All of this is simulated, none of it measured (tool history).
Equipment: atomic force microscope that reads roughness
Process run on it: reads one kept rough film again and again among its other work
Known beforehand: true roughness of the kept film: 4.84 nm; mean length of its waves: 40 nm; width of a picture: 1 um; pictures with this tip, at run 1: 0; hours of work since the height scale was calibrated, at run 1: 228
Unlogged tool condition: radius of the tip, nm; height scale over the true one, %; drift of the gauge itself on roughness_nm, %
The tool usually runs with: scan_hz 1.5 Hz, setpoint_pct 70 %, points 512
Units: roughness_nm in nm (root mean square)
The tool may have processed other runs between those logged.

run	hour	scan_hz	setpoint_pct	points	pictures with this tip	hours of work since the height scale was calibrated	roughness_nm
1	0	1.5	70	512	0	228	4.087
2	9.5	1.5	70	512	9	233	3.971
3	18.3	1.5	70	666	17	238	3.892
4	25.2	1.5	70	948	23	242	3.822
5	35.9	1.5	70	961	34	247	3.699
6	51.8	1.5	70	961	49	256	3.533
7	64.1	1.5	70	961	60	262	3.416
# hour 70.5: new tip fitted
8	81	1.5	90	961	10	271	3.64
9	92.3	1.5	90	961	21	277	3.496
10	108.1	1.5	90	961	36	285	3.358
11	114.9	0.7	88	817	42	289	3.563
12	121.9	0.7	88	817	49	292	3.48
13	137.6	0.8	61	817	64	301	3.508
# hour 141.4: new tip fitted
14	145.8	0.82	75	399	4	305	4.08
15	153.1	0.82	75	399	11	309	4.022
16	167.4	1.44	67	512	25	316	3.8
17	176.5	2.05	80	384	33	321	3.447
18	191.5	2.05	80	608	47	329	3.317
19	204.7	1.5	61	512	60	336	3.486
# hour 211.9: new tip fitted
20	212.2	1.06	61	569	1	340	4.212

Below are 5 alternative next runs, each starting from the tool's condition after run 20. Predict each:
A	224.4	0.63	63	332	12	346	?
B	224.4	0.92	61	657	12	346	?
C	224.4	1.5	64	512	12	346	?
D	224.4	1.5	66	379	12	346	?
E	224.4	1.53	58	745	12	346	?

run	roughness_nm
A	4.081
B	4.067
C	3.989
D	3.996
E	4.021
What these runs would have given with no unlogged condition in the tool:
run	roughness_nm
A	4.243
B	4.228
C	4.147
D	4.155
E	4.18
